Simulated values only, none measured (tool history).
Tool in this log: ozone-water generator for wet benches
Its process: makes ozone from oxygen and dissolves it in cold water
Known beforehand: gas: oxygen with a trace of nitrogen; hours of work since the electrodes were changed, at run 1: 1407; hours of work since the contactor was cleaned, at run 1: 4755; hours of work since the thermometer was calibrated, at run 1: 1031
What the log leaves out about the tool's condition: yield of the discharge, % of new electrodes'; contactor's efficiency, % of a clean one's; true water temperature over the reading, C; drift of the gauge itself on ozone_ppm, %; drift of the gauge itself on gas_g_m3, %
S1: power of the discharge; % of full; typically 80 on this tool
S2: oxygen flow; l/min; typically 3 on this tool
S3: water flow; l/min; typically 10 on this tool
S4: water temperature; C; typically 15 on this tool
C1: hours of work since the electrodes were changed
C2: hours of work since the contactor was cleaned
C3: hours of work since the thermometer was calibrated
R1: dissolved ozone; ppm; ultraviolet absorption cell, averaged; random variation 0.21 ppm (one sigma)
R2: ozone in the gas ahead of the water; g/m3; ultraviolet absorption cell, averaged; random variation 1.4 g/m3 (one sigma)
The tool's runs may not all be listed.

Run 1, hour 0: usual settings; C1 1407; C2 4755; C3 1031. Result: R1 27.9 ppm, R2 259.8 g/m3.
Run 2, hour 107.6: usual settings; C1 1490; C2 4838; C3 1114. Result: R1 27.6 ppm, R2 258.7 g/m3.
Run 3, hour 180.2: usual settings but S1 70 % of full; C1 1546; C2 4893; C3 1170. Result: R1 24.6 ppm, R2 233.5 g/m3.
Run 4, hour 248.1: usual settings but S1 70 % of full; C1 1598; C2 4946; C3 1223. Result: R1 24.5 ppm, R2 232.5 g/m3.
Run 5, hour 314.3: usual settings but S3 15 l/min; C1 1650; C2 4997; C3 1274. Result: R1 19.9 ppm, R2 256.4 g/m3.
Run 6, hour 384.9: usual settings but S2 3.42 l/min; C1 1704; C2 5051; C3 1328. Result: R1 27 ppm, R2 238.9 g/m3.
Run 7, hour 464.9: usual settings; C1 1766; C2 5113; C3 1390. Result: R1 27.2 ppm, R2 258 g/m3.
Run 8, hour 515.9: usual settings but S2 2.86 l/min; C1 1805; C2 5152; C3 1429. Result: R1 27.5 ppm, R2 265.2 g/m3.
Run 9, hour 630.7: usual settings but S4 19 C; C1 1893; C2 5241; C3 1518. Result: R1 26.1 ppm, R2 258.1 g/m3.
Run 10, hour 747.8: usual settings but S3 7 l/min, S4 12 C; C1 1984; C2 5331; C3 1608. Result: R1 36.6 ppm, R2 254.5 g/m3.
Run 11, hour 796.9: usual settings but S3 7 l/min, S4 12 C; C1 2022; C2 5369; C3 1646. Result: R1 36.1 ppm, R2 256.5 g/m3.
Run 12, hour 895.9: usual settings but S2 1.92 l/min; C1 2098; C2 5445; C3 1722. Result: R1 27.2 ppm, R2 338.5 g/m3.
Run 13, hour 983.1: usual settings but S1 96 % of full, S2 3.31 l/min, S3 9 l/min; C1 2165; C2 5513; C3 1789. Result: R1 32.9 ppm, R2 275.8 g/m3.
Run 14, hour 1066.4: usual settings but S1 77 % of full; C1 2229; C2 5577; C3 1854. Result: R1 26.3 ppm, R2 248.5 g/m3.
Run 15, hour 1124.5: usual settings but S1 63 % of full, S2 4.56 l/min; C1 2274; C2 5622; C3 1898. Result: R1 21.3 ppm, R2 161.9 g/m3.
Run 16, hour 1197.6: usual settings but S1 67 % of full, S2 4.56 l/min; C1 2331; C2 5678; C3 1955. Result: R1 22.3 ppm, R2 171.2 g/m3.
Run 17, hour 1262.5: usual settings but S1 99 % of full, S2 4.75 l/min, S3 6 l/min; C1 2381; C2 5728; C3 2005. Result: R1 39.5 ppm, R2 227.2 g/m3.
Run 18, hour 1359: usual settings but S1 99 % of full, S2 4.75 l/min, S3 6 l/min; C1 2455; C2 5802; C3 2079. Result: R1 39.3 ppm, R2 226.1 g/m3.

3 options for the next run, each taken on its own from the tool as it stands now. Forecast them:
Run A, hour 1443.9: usual settings but S1 67 % of full, S2 5.23 l/min, S3 7 l/min; C1 2520; C2 5868; C3 2145. Result: R1 ?, R2 ?.
Run B, hour 1443.9: usual settings but S1 99 % of full, S2 3.89 l/min, S3 6 l/min; C1 2520; C2 5868; C3 2145. Result: R1 ?, R2 ?.
Run C, hour 1443.9: usual settings but S2 2.66 l/min, S3 13 l/min, S4 8 C; C1 2520; C2 5868; C3 2145. Result: R1 ?, R2 ?.

run    R1     R2
  A  26.2  155.7
  B  41.6  255.8
  C  23.8  273.3
Stripped of hidden state, with their random variation kept, the same runs would have yielded:
run    R1     R2
  A    29  162.9
  B  46.6  271.4
  C  26.8  287.7

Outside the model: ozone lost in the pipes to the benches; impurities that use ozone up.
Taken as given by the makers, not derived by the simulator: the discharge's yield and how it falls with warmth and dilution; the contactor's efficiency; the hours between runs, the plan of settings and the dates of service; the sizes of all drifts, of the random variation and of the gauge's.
